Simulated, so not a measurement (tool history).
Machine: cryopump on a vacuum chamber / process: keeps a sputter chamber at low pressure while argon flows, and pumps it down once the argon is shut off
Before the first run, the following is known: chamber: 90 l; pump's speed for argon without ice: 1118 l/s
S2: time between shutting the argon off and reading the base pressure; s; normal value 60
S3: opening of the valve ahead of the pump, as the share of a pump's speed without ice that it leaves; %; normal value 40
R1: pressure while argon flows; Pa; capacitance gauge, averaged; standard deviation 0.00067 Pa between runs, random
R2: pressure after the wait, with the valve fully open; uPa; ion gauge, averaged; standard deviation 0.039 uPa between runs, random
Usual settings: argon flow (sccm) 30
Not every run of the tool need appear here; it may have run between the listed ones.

run 1 hour=0.0 | argon_flow_(sccm)=30 S2=60 S3=40 | R1=0.1220 R2=5.44
run 2 hour=23.0 | argon_flow_(sccm)=30 S2=58 S3=40 | R1=0.1225 R2=5.52
run 3 hour=49.3 | argon_flow_(sccm)=30 S2=58 S3=40 | R1=0.1223 R2=5.76
run 4 hour=83.9 | argon_flow_(sccm)=30 S2=60 S3=40 | R1=0.1230 R2=5.86
run 5 hour=101.9 | argon_flow_(sccm)=30 S2=27 S3=40 | R1=0.1230 R2=7.97
run 6 hour=129.4 | argon_flow_(sccm)=30 S2=60 S3=40 | R1=0.1232 R2=5.77
run 7 hour=160.9 | argon_flow_(sccm)=30 S2=117 S3=40 | R1=0.1232 R2=5.01
run 8 hour=196.1 | argon_flow_(sccm)=30 S2=117 S3=40 | R1=0.1258 R2=5.12
run 9 hour=211.8 | argon_flow_(sccm)=30 S2=117 S3=40 | R1=0.1240 R2=5.01
run 10 hour=245.1 | argon_flow_(sccm)=30 S2=60 S3=23 | R1=0.2099 R2=6.08
run 11 hour=263.6 | argon_flow_(sccm)=30 S2=60 S3=23 | R1=0.2085 R2=6.04
run 12 hour=293.3 | argon_flow_(sccm)=35 S2=60 S3=23 | R1=0.2444 R2=6.20
run 13 hour=323.9 | argon_flow_(sccm)=35 S2=60 S3=23 | R1=0.2452 R2=6.32
run 14 hour=347.2 | argon_flow_(sccm)=35 S2=60 S3=23 | R1=0.2440 R2=6.43
run 15 hour=378.3 | argon_flow_(sccm)=16 S2=60 S3=40 | R1=0.0675 R2=6.50
run 16 hour=406.2 | argon_flow_(sccm)=16 S2=263 S3=40 | R1=0.0672 R2=5.03
run 17 hour=435.8 | argon_flow_(sccm)=20 S2=237 S3=38 | R1=0.0893 R2=5.09
-- hour=468.5 leaking fittings of the chamber tightened, without venting
run 18 hour=475.7 | argon_flow_(sccm)=41 S2=252 S3=46 | R1=0.1535 R2=0.90
run 19 hour=498.8 | argon_flow_(sccm)=37 S2=156 S3=34 | R1=0.1850 R2=1.25
run 20 hour=523.7 | argon_flow_(sccm)=30 S2=30 S3=49 | R1=0.1077 R2=4.45
run 21 hour=541.5 | argon_flow_(sccm)=30 S2=30 S3=49 | R1=0.1078 R2=4.63
run 22 hour=560.0 | argon_flow_(sccm)=30 S2=60 S3=49 | R1=0.1080 R2=2.63
run 23 hour=582.2 | argon_flow_(sccm)=58 S2=138 S3=31 | R1=0.3128 R2=1.51
run 24 hour=616.0 | argon_flow_(sccm)=22 S2=252 S3=15 | R1=0.2329 R2=1.14
run 25 hour=633.3 | argon_flow_(sccm)=18 S2=40 S3=40 | R1=0.0783 R2=3.70
run 26 hour=658.8 | argon_flow_(sccm)=18 S2=40 S3=40 | R1=0.0779 R2=3.67
run 27 hour=677.2 | argon_flow_(sccm)=16 S2=75 S3=58 | R1=0.0523 R2=2.39
run 28 hour=712.6 | argon_flow_(sccm)=51 S2=236 S3=17 | R1=0.4855 R2=1.45

What would each run have given without the hidden state, its run-to-run variation left as it was?
Hidden state present: pump's speed, % of a pump's without ice; cold plate's temperature, K; leak into the chamber, uPa l/s; drift of the gauge itself on working_pa, %; drift of the gauge itself on base_upa, %.
run=1 R1=0.1133 R2=2.19
run=2 R1=0.1134 R2=2.22
run=3 R1=0.1130 R2=2.33
run=4 R1=0.1132 R2=2.27
run=5 R1=0.1131 R2=4.50
run=6 R1=0.1130 R2=2.19
run=7 R1=0.1125 R2=1.29
run=8 R1=0.1147 R2=1.27
run=9 R1=0.1128 R2=1.24
run=10 R1=0.1982 R2=2.17
run=11 R1=0.1966 R2=2.16
run=12 R1=0.2301 R2=2.18
run=13 R1=0.2305 R2=2.19
run=14 R1=0.2290 R2=2.21
run=15 R1=0.0604 R2=2.20
run=16 R1=0.0599 R2=0.72
run=17 R1=0.0799 R2=0.77
run=18 R1=0.1337 R2=0.73
run=19 R1=0.1665 R2=1.03
run=20 R1=0.0925 R2=4.17
run=21 R1=0.0924 R2=4.30
run=22 R1=0.0923 R2=2.27
run=23 R1=0.2819 R2=1.12
run=24 R1=0.2209 R2=0.69
run=25 R1=0.0682 R2=3.19
run=26 R1=0.0676 R2=3.11
run=27 R1=0.0429 R2=1.79
run=28 R1=0.4548 R2=0.75
